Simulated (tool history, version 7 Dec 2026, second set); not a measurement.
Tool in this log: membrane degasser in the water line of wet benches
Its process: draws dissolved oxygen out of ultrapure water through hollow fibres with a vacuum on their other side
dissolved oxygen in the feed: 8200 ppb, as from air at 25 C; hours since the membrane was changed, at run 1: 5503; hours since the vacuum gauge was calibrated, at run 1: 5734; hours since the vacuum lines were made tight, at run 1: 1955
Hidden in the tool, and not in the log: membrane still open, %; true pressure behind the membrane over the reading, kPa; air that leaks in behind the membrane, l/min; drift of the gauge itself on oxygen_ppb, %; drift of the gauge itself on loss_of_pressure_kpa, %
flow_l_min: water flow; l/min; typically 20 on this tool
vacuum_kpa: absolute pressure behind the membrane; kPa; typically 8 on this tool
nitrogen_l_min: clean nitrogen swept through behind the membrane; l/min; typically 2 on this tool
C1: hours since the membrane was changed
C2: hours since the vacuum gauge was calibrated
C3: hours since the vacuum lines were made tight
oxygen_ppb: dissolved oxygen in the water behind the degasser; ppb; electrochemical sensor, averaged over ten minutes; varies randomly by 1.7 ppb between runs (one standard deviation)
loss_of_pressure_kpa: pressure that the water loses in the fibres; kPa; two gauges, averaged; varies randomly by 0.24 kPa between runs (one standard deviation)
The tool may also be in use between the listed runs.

{"run": 1, "hour": 0.0, "flow_l_min": 20, "vacuum_kpa": 8, "nitrogen_l_min": 2, "C1": 5503, "C2": 5734, "C3": 1955, "oxygen_ppb": 184.5, "loss_of_pressure_kpa": 64.31}
{"run": 2, "hour": 145.1, "flow_l_min": 24, "vacuum_kpa": 8, "nitrogen_l_min": 2, "C1": 5648, "C2": 5879, "C3": 2100, "oxygen_ppb": 250.8, "loss_of_pressure_kpa": 77.79}
{"hour": 159.3, "done": "vacuum gauge calibrated"}
{"run": 3, "hour": 297.9, "flow_l_min": 24, "vacuum_kpa": 8, "nitrogen_l_min": 2, "C1": 5801, "C2": 139, "C3": 2253, "oxygen_ppb": 258.8, "loss_of_pressure_kpa": 77.23}
{"hour": 398.2, "done": "vacuum gauge calibrated, once more"}
{"run": 4, "hour": 428.2, "flow_l_min": 24, "vacuum_kpa": 8, "nitrogen_l_min": 2, "C1": 5931, "C2": 30, "C3": 2383, "oxygen_ppb": 241.6, "loss_of_pressure_kpa": 77.72}
{"run": 5, "hour": 509.1, "flow_l_min": 24, "vacuum_kpa": 8, "nitrogen_l_min": 2, "C1": 6011, "C2": 111, "C3": 2464, "oxygen_ppb": 240.5, "loss_of_pressure_kpa": 77.17}
{"run": 6, "hour": 674.6, "flow_l_min": 24, "vacuum_kpa": 8, "nitrogen_l_min": 2, "C1": 6177, "C2": 276, "C3": 2629, "oxygen_ppb": 242.5, "loss_of_pressure_kpa": 77.05}
{"run": 7, "hour": 826.3, "flow_l_min": 30, "vacuum_kpa": 8, "nitrogen_l_min": 2, "C1": 6329, "C2": 428, "C3": 2781, "oxygen_ppb": 355.4, "loss_of_pressure_kpa": 96.31}
{"run": 8, "hour": 980.5, "flow_l_min": 30, "vacuum_kpa": 8, "nitrogen_l_min": 2, "C1": 6483, "C2": 582, "C3": 2935, "oxygen_ppb": 366.1, "loss_of_pressure_kpa": 97.08}
{"run": 9, "hour": 1101.5, "flow_l_min": 30, "vacuum_kpa": 8, "nitrogen_l_min": 2, "C1": 6604, "C2": 703, "C3": 3056, "oxygen_ppb": 358.6, "loss_of_pressure_kpa": 96.33}
{"run": 10, "hour": 1234.3, "flow_l_min": 30, "vacuum_kpa": 8, "nitrogen_l_min": 2, "C1": 6737, "C2": 836, "C3": 3189, "oxygen_ppb": 363.9, "loss_of_pressure_kpa": 96.8}
{"run": 11, "hour": 1403.0, "flow_l_min": 19, "vacuum_kpa": 19.58, "nitrogen_l_min": 2, "C1": 6905, "C2": 1005, "C3": 3357, "oxygen_ppb": 404.2, "loss_of_pressure_kpa": 61.07}
{"run": 12, "hour": 1502.9, "flow_l_min": 19, "vacuum_kpa": 19.58, "nitrogen_l_min": 2, "C1": 7005, "C2": 1105, "C3": 3457, "oxygen_ppb": 414.1, "loss_of_pressure_kpa": 61.07}
{"run": 13, "hour": 1579.6, "flow_l_min": 18, "vacuum_kpa": 6.28, "nitrogen_l_min": 2, "C1": 7082, "C2": 1181, "C3": 3534, "oxygen_ppb": 114.6, "loss_of_pressure_kpa": 57.74}
{"run": 14, "hour": 1724.6, "flow_l_min": 18, "vacuum_kpa": 17.5, "nitrogen_l_min": 1.88, "C1": 7227, "C2": 1326, "C3": 3679, "oxygen_ppb": 362.2, "loss_of_pressure_kpa": 58.12}
{"run": 15, "hour": 1881.9, "flow_l_min": 18, "vacuum_kpa": 17.5, "nitrogen_l_min": 1.88, "C1": 7384, "C2": 1484, "C3": 3836, "oxygen_ppb": 367.8, "loss_of_pressure_kpa": 58.17}
{"run": 16, "hour": 2037.0, "flow_l_min": 18, "vacuum_kpa": 17.5, "nitrogen_l_min": 1.88, "C1": 7539, "C2": 1639, "C3": 3991, "oxygen_ppb": 358.7, "loss_of_pressure_kpa": 58.26}
{"run": 17, "hour": 2126.2, "flow_l_min": 17, "vacuum_kpa": 12.95, "nitrogen_l_min": 5.39, "C1": 7628, "C2": 1728, "C3": 4081, "oxygen_ppb": 114.8, "loss_of_pressure_kpa": 55.22}

Each row is a separate what-if for the run after 17, all from the same tool condition, not one after another. Results?
{"run": "A", "hour": 2261.6, "flow_l_min": 20, "vacuum_kpa": 5.56, "nitrogen_l_min": 2, "C1": 7764, "C2": 1863, "C3": 4216, "oxygen_ppb": "?", "loss_of_pressure_kpa": "?"}
{"run": "B", "hour": 2261.6, "flow_l_min": 17, "vacuum_kpa": 12.95, "nitrogen_l_min": 2.73, "C1": 7764, "C2": 1863, "C3": 4216, "oxygen_ppb": "?", "loss_of_pressure_kpa": "?"}
{"run": "C", "hour": 2261.6, "flow_l_min": 14, "vacuum_kpa": 5.62, "nitrogen_l_min": 5.39, "C1": 7764, "C2": 1863, "C3": 4216, "oxygen_ppb": "?", "loss_of_pressure_kpa": "?"}
{"run": "D", "hour": 2261.6, "flow_l_min": 17, "vacuum_kpa": 15.48, "nitrogen_l_min": 5.39, "C1": 7764, "C2": 1863, "C3": 4216, "oxygen_ppb": "?", "loss_of_pressure_kpa": "?"}
{"run": "E", "hour": 2261.6, "flow_l_min": 16, "vacuum_kpa": 8, "nitrogen_l_min": 2.21, "C1": 7764, "C2": 1863, "C3": 4216, "oxygen_ppb": "?", "loss_of_pressure_kpa": "?"}

run=A oxygen_ppb=124.7 loss_of_pressure_kpa=65.23
run=B oxygen_ppb=191 loss_of_pressure_kpa=55.07
run=C oxygen_ppb=35.9 loss_of_pressure_kpa=45.04
run=D oxygen_ppb=137.2 loss_of_pressure_kpa=54.72
run=E oxygen_ppb=119.5 loss_of_pressure_kpa=51.87
Take away the tool's hidden state, keep each run's random variation, and the runs would have read:
run=A oxygen_ppb=114.3 loss_of_pressure_kpa=63.61
run=B oxygen_ppb=182.7 loss_of_pressure_kpa=53.7
run=C oxygen_ppb=32.2 loss_of_pressure_kpa=43.91
run=D oxygen_ppb=130.1 loss_of_pressure_kpa=53.35
run=E oxygen_ppb=112.5 loss_of_pressure_kpa=50.58

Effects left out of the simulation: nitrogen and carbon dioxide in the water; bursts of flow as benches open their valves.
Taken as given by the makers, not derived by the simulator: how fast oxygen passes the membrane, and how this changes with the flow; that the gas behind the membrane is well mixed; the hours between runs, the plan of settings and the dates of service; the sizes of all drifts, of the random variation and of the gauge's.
